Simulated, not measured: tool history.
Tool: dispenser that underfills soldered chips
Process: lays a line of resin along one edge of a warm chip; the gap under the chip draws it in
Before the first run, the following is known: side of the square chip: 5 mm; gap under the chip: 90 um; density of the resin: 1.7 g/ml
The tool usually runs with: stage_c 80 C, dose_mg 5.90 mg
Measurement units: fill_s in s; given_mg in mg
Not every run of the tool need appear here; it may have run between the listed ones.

{"run": 1, "hour": 0.0, "stage_c": 80, "dose_mg": 5.9, "fill_s": 16.1, "given_mg": 5.7}
{"hour": 6.4, "done": "new syringe of resin"}
{"run": 2, "hour": 10.2, "stage_c": 80, "dose_mg": 5.9, "fill_s": 15.3, "given_mg": 5.68}
{"hour": 16.1, "done": "new syringe of resin"}
{"run": 3, "hour": 18.1, "stage_c": 67, "dose_mg": 5.9, "fill_s": 28.3, "given_mg": 5.67}
{"hour": 26.0, "done": "new syringe of resin"}
{"run": 4, "hour": 29.3, "stage_c": 67, "dose_mg": 5.9, "fill_s": 29.9, "given_mg": 5.66}
{"run": 5, "hour": 35.0, "stage_c": 67, "dose_mg": 5.9, "fill_s": 38.7, "given_mg": 5.64}
{"hour": 36.0, "done": "new syringe of resin"}
{"run": 6, "hour": 41.1, "stage_c": 80, "dose_mg": 5.23, "fill_s": 18.0, "given_mg": 4.98}
{"hour": 46.0, "done": "new syringe of resin"}
{"run": 7, "hour": 50.7, "stage_c": 80, "dose_mg": 5.23, "fill_s": 17.4, "given_mg": 4.98}
{"hour": 56.5, "done": "new syringe of resin"}
{"hour": 58.5, "done": "dispensing valve cleaned and set on the balance"}
{"run": 8, "hour": 60.5, "stage_c": 80, "dose_mg": 5.23, "fill_s": 15.8, "given_mg": 5.23}
{"hour": 67.2, "done": "new syringe of resin"}
{"run": 9, "hour": 68.8, "stage_c": 80, "dose_mg": 5.23, "fill_s": 14.0, "given_mg": 5.24}
{"run": 10, "hour": 73.8, "stage_c": 83, "dose_mg": 7.06, "fill_s": 16.2, "given_mg": 7.03}
{"hour": 77.5, "done": "new syringe of resin"}
{"run": 11, "hour": 82.8, "stage_c": 85, "dose_mg": 6.14, "fill_s": 13.6, "given_mg": 6.14}
{"hour": 87.7, "done": "new syringe of resin"}
{"run": 12, "hour": 88.0, "stage_c": 85, "dose_mg": 6.14, "fill_s": 10.9, "given_mg": 6.1}
{"run": 13, "hour": 94.7, "stage_c": 91, "dose_mg": 5.5, "fill_s": 11.4, "given_mg": 5.47}
{"hour": 97.7, "done": "new syringe of resin"}
{"run": 14, "hour": 103.3, "stage_c": 91, "dose_mg": 5.5, "fill_s": 10.8, "given_mg": 5.44}
{"hour": 107.6, "done": "new syringe of resin"}
{"run": 15, "hour": 114.5, "stage_c": 94, "dose_mg": 5.45, "fill_s": 9.8, "given_mg": 5.39}
{"hour": 117.8, "done": "new syringe of resin"}
{"run": 16, "hour": 119.7, "stage_c": 94, "dose_mg": 5.37, "fill_s": 7.3, "given_mg": 5.3}
{"hour": 128.1, "done": "new syringe of resin"}
{"run": 17, "hour": 128.8, "stage_c": 90, "dose_mg": 6.51, "fill_s": 8.7, "given_mg": 6.43}

Subtracting, for every run, the result it would have given without the tool's unlogged condition from the measured result gives the following. The same run-to-run variation enters both numbers; the gauge's scatter may not:
What the log doesn't record here: resin's viscosity, % of fresh resin's; dose that the valve gives, % of what is set; true chip temperature over the reading, C; drift of the gauge itself on fill_s, %; drift of the gauge itself on given_mg, %.
run=1 fill_s=+1.5 given_mg=-0.21
run=2 fill_s=+1.6 given_mg=-0.22
run=3 fill_s=+0.5 given_mg=-0.23
run=4 fill_s=+2.0 given_mg=-0.24
run=5 fill_s=+11.4 given_mg=-0.24
run=6 fill_s=+3.1 given_mg=-0.23
run=7 fill_s=+2.4 given_mg=-0.24
run=8 fill_s=+1.0 given_mg=+0.01
run=9 fill_s=-0.2 given_mg=+0.00
run=10 fill_s=+3.3 given_mg=-0.02
run=11 fill_s=+1.6 given_mg=-0.03
run=12 fill_s=-0.9 given_mg=-0.04
run=13 fill_s=+2.5 given_mg=-0.04
run=14 fill_s=+1.8 given_mg=-0.05
run=15 fill_s=+2.0 given_mg=-0.06
run=16 fill_s=+0.0 given_mg=-0.06
run=17 fill_s=-0.7 given_mg=-0.10
